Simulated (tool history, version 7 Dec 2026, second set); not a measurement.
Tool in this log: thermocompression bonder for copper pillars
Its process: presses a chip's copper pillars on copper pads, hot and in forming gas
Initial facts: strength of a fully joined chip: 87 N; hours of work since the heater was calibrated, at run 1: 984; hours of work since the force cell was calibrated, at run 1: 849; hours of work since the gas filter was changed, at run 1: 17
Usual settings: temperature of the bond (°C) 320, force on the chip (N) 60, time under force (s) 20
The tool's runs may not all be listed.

run,hour,temperature of the bond (°C),force on the chip (N),time under force (s),hours of work since the heater was calibrated,hours of work since the force cell was calibrated,hours of work since the gas filter was changed,force that shears a chip off (N)
1,0.0,320,60,20,984,849,17,40.3
2,51.8,320,60,20,1010,875,43,39.4
3,80.8,320,45,20,1024,889,57,31.8
4,138.2,320,45,20,1053,917,86,30.4
# hour 202.6: forming gas filter changed
5,205.0,320,45,20,1085,950,1,33.5
6,270.1,320,45,20,1117,982,33,32.1
7,325.0,320,60,33,1144,1009,60,45.7
8,368.9,320,60,20,1166,1031,82,37.8
9,428.1,320,60,20,1195,1060,111,36.2
# hour 443.5: forming gas filter changed
10,473.0,334,60,20,1217,1082,15,44.6
11,517.0,334,60,20,1239,1104,36,44.0
12,576.3,334,60,20,1268,1133,65,42.4
# hour 602.5: heater calibrated with a thermocouple chip
13,646.2,334,60,20,22,1166,99,37.6
# hour 687.2: forming gas filter changed
14,715.0,320,60,23,55,1200,14,39.2
15,761.3,320,60,23,78,1223,37,38.9
16,823.5,320,60,20,109,1253,67,34.7
17,862.0,320,60,20,128,1272,86,34.6
18,895.3,320,60,20,144,1289,103,34.1
# hour 925.2: forming gas filter changed
19,949.9,320,60,20,171,1316,12,37.8
# hour 954.2: force cell calibrated
20,997.1,320,60,20,193,21,35,34.8
21,1054.2,304,60,20,221,49,63,29.4
22,1114.4,304,60,20,251,79,93,29.2
23,1142.4,327,73,19,265,93,106,38.5
# hour 1165.2: forming gas filter changed
24,1205.8,310,42,19,296,124,20,24.6
25,1236.2,310,42,11,311,139,35,19.0
26,1286.9,331,72,27,336,164,60,46.4
# hour 1303.6: force cell calibrated, once more
27,1317.5,331,72,27,350,7,74,50.0
28,1348.9,331,72,27,366,22,90,49.4
# hour 1406.5: forming gas filter changed
29,1411.8,294,72,20,397,53,3,36.7
30,1445.2,292,83,20,413,70,19,39.0
31,1502.5,320,74,44,441,98,47,55.7
32,1540.6,320,53,13,460,117,66,29.9
33,1583.3,308,56,11,481,138,87,25.2
# hour 1647.3: forming gas filter changed
34,1647.3,308,56,11,513,169,0,28.2
35,1678.1,308,56,11,528,184,15,26.8
36,1724.3,324,60,17,550,207,38,38.2
37,1759.8,331,77,17,568,225,55,46.2
38,1789.3,331,77,13,583,239,70,41.4
39,1843.3,331,77,13,609,266,97,40.5

Each row is a separate what-if for the run after 39, all from the same tool condition, not one after another. Results?
A,1877.2,320,47,20,626,282,113,?
B,1877.2,320,60,44,626,282,113,?
C,1877.2,331,77,15,626,282,113,?

run,force that shears a chip off (N)
A,30.9
B,46.6
C,41.3
Stripped of hidden state, with their random variation kept, the same runs would have yielded:
run,force that shears a chip off (N)
A,33.6
B,51.1
C,45.3
